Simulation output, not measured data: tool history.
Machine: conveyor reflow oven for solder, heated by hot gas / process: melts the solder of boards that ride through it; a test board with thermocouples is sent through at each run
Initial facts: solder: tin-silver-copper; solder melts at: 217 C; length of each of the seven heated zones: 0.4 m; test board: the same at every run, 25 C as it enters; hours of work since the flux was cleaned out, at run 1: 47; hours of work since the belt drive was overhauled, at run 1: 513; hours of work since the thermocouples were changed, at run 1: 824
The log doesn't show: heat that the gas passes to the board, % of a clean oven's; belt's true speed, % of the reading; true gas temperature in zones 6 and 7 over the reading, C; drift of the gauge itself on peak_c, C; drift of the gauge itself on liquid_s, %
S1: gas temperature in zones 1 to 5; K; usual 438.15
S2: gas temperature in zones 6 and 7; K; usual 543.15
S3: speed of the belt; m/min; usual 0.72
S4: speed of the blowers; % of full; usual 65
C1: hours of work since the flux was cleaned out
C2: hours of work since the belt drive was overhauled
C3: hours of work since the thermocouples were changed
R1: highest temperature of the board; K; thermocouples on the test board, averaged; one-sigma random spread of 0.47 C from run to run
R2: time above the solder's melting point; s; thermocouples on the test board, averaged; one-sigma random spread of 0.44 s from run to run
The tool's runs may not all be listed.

run   hour      S1      S2    S3  S4   C1   C2   C3      R1    R2
  1      0  438.15  543.15  0.72  65   47  513  824  528.45    50
  2   32.9  438.15  543.15  0.72  65   60  526  838  529.25  49.5
  3   60.6  428.15  543.15  0.72  65   72  537  849  527.25  46.5
  4   80.1  438.15  546.15  0.72  65   79  545  857  531.75  50.9
  5    119  438.15  546.15  0.72  65   95  561  873  530.55  51.2
  6  150.4  438.15  543.15   0.6  65  108  574  886  534.35  65.2
  7    171  438.15  543.15   0.6  65  116  582  894  534.25  65.6
  8  206.4  438.15  543.15   0.6  65  131  597  908  534.55  64.4

What will run 9 give?
  9  235.5  447.15  548.15  0.6  65  143  608  920   ?   ?

Run 9 came out at R1 539.75 K, R2 70.4 s.
With no hidden state in the tool, this same run would have given R1 537.15 K, R2 68.4 s.

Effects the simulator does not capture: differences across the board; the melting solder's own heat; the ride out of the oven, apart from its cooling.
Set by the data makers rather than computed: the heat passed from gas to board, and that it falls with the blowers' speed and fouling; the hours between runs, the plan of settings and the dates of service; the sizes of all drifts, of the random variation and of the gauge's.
